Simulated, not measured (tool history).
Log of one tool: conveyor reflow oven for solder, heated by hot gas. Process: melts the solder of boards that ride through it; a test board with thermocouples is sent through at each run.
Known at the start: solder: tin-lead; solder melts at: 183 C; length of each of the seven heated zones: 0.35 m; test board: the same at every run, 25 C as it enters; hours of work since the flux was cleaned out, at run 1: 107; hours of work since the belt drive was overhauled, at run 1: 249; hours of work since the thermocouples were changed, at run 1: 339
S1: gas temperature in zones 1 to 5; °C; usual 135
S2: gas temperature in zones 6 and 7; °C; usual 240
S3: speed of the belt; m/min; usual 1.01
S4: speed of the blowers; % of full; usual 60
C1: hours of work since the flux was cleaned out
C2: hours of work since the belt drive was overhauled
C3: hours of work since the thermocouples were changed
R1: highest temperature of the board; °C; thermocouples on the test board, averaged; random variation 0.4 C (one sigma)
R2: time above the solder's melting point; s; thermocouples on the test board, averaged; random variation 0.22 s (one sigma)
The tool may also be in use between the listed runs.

| run | hour | S1 | S2 | S3 | S4 | C1 | C2 | C3 | R1 | R2 |
|---|---|---|---|---|---|---|---|---|---|---|
| 1 | 0.0 | 135 | 240 | 1.01 | 60 | 107 | 249 | 339 | 213.1 | 28.2 |
| 2 | 14.9 | 135 | 240 | 1.01 | 85 | 113 | 255 | 345 | 223.0 | 32.9 |
| 3 | 33.4 | 135 | 240 | 1.01 | 85 | 121 | 263 | 353 | 222.9 | 32.6 |
| 4 | 69.8 | 135 | 240 | 1.01 | 85 | 136 | 278 | 368 | 222.0 | 32.5 |
| 5 | 100.2 | 135 | 240 | 1.01 | 85 | 148 | 290 | 381 | 222.1 | 32.6 |
| 6 | 121.1 | 135 | 240 | 1.07 | 60 | 157 | 299 | 389 | 210.4 | 25.2 |
| 7 | 149.3 | 135 | 240 | 1.01 | 60 | 168 | 310 | 401 | 212.8 | 27.7 |
| 8 | 174.2 | 135 | 240 | 1.01 | 60 | 179 | 321 | 411 | 213.7 | 27.8 |
| 9 | 202.0 | 135 | 240 | 1.01 | 60 | 190 | 332 | 423 | 212.6 | 28.4 |
| 10 | 218.4 | 135 | 240 | 1.01 | 60 | 197 | 339 | 429 | 212.2 | 27.5 |
| 11 | 250.6 | 135 | 240 | 1.01 | 60 | 210 | 352 | 443 | 212.6 | 27.9 |
| 12 | 282.1 | 135 | 240 | 1.01 | 60 | 223 | 365 | 456 | 212.6 | 27.9 |
| 13 | 300.9 | 135 | 240 | 1.01 | 60 | 231 | 373 | 463 | 212.7 | 27.4 |
| 14 | 323.1 | 138 | 240 | 1.10 | 60 | 240 | 382 | 472 | 209.0 | 24.4 |
| 15 | 340.6 | 138 | 236 | 1.10 | 70 | 247 | 389 | 480 | 211.0 | 24.9 |
| 16 | 366.5 | 125 | 251 | 0.94 | 63 | 258 | 400 | 490 | 223.1 | 34.1 |
| 17 | 381.5 | 126 | 231 | 1.01 | 60 | 264 | 406 | 497 | 202.8 | 20.1 |
| 18 | 409.9 | 142 | 231 | 1.01 | 60 | 276 | 418 | 508 | 206.0 | 26.4 |
| 19 | 425.7 | 132 | 250 | 0.85 | 54 | 282 | 424 | 515 | 224.8 | 39.3 |
| 20 | 454.0 | 132 | 250 | 0.85 | 54 | 294 | 436 | 526 | 224.8 | 38.9 |
| 21 | 470.9 | 122 | 243 | 0.97 | 77 | 301 | 443 | 533 | 219.6 | 30.6 |
| 22 | 494.6 | 124 | 239 | 1.15 | 55 | 311 | 453 | 543 | 199.0 | 14.2 |
| 23 | 517.6 | 124 | 239 | 1.15 | 55 | 320 | 462 | 553 | 199.8 | 14.1 |
| 24 | 533.1 | 150 | 239 | 1.11 | 69 | 327 | 468 | 559 | 214.5 | 29.0 |
| 25 | 552.7 | 135 | 246 | 1.01 | 74 | 335 | 477 | 567 | 221.9 | 32.6 |

Run 26 comes next. What will it give?
|  | 559.8 | flux residue cleaned out of gas plates and filters |
| 26 | 580.6 | 122 | 246 | 1.01 | 74 | 9 | 486 | 577 | ? | ? |

Run 26 gave R1 222.3 °C, R2 31.1 s.
Without the tool's hidden state the same run would have given R1 222.9 °C, R2 31.0 s.
